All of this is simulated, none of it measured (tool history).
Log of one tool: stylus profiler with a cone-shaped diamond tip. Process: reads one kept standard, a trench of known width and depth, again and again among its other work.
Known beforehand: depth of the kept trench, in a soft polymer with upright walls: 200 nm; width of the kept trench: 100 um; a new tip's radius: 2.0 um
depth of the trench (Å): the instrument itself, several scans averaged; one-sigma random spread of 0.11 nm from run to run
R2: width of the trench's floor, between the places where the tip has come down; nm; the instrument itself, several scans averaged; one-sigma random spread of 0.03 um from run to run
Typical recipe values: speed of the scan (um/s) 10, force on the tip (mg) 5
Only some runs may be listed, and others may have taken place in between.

Run 1, day 0: usual settings. Result: depth of the trench (Å) 2050.1, R2 98220 nm.
Run 2, day 3.408: usual settings. Result: depth of the trench (Å) 2050, R2 98250 nm.
Run 3, day 7.342: usual settings but speed of the scan (um/s) 6. Result: depth of the trench (Å) 2051.9, R2 98260 nm.
Run 4, day 10.025: usual settings but speed of the scan (um/s) 6. Result: depth of the trench (Å) 2048.9, R2 98230 nm.
Run 5, day 12.625: usual settings but speed of the scan (um/s) 6. Result: depth of the trench (Å) 2051.3, R2 98240 nm.
Run 6, day 16.633: usual settings. Result: depth of the trench (Å) 2051.4, R2 98210 nm.
Run 7, day 18.529: usual settings but force on the tip (mg) 3.08. Result: depth of the trench (Å) 2035.4, R2 98240 nm.
Run 8, day 20.671: usual settings but force on the tip (mg) 3.08. Result: depth of the trench (Å) 2036.1, R2 98220 nm.
Run 9, day 24.575: usual settings but force on the tip (mg) 2.01. Result: depth of the trench (Å) 2026, R2 98240 nm.
Run 10, day 27.796: usual settings but force on the tip (mg) 2.01. Result: depth of the trench (Å) 2026.3, R2 98190 nm.
Run 11, day 31.546: usual settings but force on the tip (mg) 4.25. Result: depth of the trench (Å) 2043.1, R2 98230 nm.
Run 12, day 35.1: usual settings but speed of the scan (um/s) 4, force on the tip (mg) 3.57. Result: depth of the trench (Å) 2040.5, R2 98240 nm.
Run 13, day 38.092: usual settings but speed of the scan (um/s) 26, force on the tip (mg) 2.35. Result: depth of the trench (Å) 2030.2, R2 98170 nm.
Run 14, day 41.267: usual settings but speed of the scan (um/s) 26, force on the tip (mg) 2.35. Result: depth of the trench (Å) 2028.7, R2 98180 nm.
Run 15, day 43.542: usual settings but speed of the scan (um/s) 21, force on the tip (mg) 3.73. Result: depth of the trench (Å) 2041.8, R2 98160 nm.
Run 16, day 47.583: usual settings but speed of the scan (um/s) 31, force on the tip (mg) 4.39. Result: depth of the trench (Å) 2044.3, R2 98190 nm.
Run 17, day 50.425: usual settings but speed of the scan (um/s) 6, force on the tip (mg) 11.07. Result: depth of the trench (Å) 2084.4, R2 98250 nm.
Run 18, day 53.771: usual settings but speed of the scan (um/s) 6, force on the tip (mg) 11.07. Result: depth of the trench (Å) 2085.1, R2 98220 nm.
Run 19, day 56.342: usual settings but speed of the scan (um/s) 2, force on the tip (mg) 9.23. Result: depth of the trench (Å) 2075.3, R2 98280 nm.
Run 20, day 60.508: usual settings but speed of the scan (um/s) 9, force on the tip (mg) 2.98. Result: depth of the trench (Å) 2037.1, R2 98170 nm.
Run 21, day 62.717: usual settings but speed of the scan (um/s) 9, force on the tip (mg) 2.98. Result: depth of the trench (Å) 2036.9, R2 98190 nm.

Each row is a separate what-if for the run after 21, all from the same tool condition, not one after another. Results?
Run A, day 64.875: usual settings but speed of the scan (um/s) 3, force on the tip (mg) 1.76. Result: depth of the trench (Å) ?, R2 ?.
Run B, day 64.875: usual settings but speed of the scan (um/s) 6, force on the tip (mg) 2.74. Result: depth of the trench (Å) ?, R2 ?.
Run C, day 64.875: usual settings but speed of the scan (um/s) 13, force on the tip (mg) 1.72. Result: depth of the trench (Å) ?, R2 ?.
Run D, day 64.875: usual settings but force on the tip (mg) 3.12. Result: depth of the trench (Å) ?, R2 ?.
Run E, day 64.875: usual settings but force on the tip (mg) 2.19. Result: depth of the trench (Å) ?, R2 ?.

run  depth of the trench (Å)     R2
  A                   2024.5  98190
  B                   2033.5  98250
  C                   2023.6  98210
  D                   2035.9  98220
  E                   2028.3  98180
The same runs, with their run-to-run variation unchanged, on a tool lacking any hidden condition would have given:
run  depth of the trench (Å)     R2
  A                   2024.7  98210
  B                   2033.7  98260
  C                   2023.8  98230
  D                   2036.1  98240
  E                   2028.5  98190
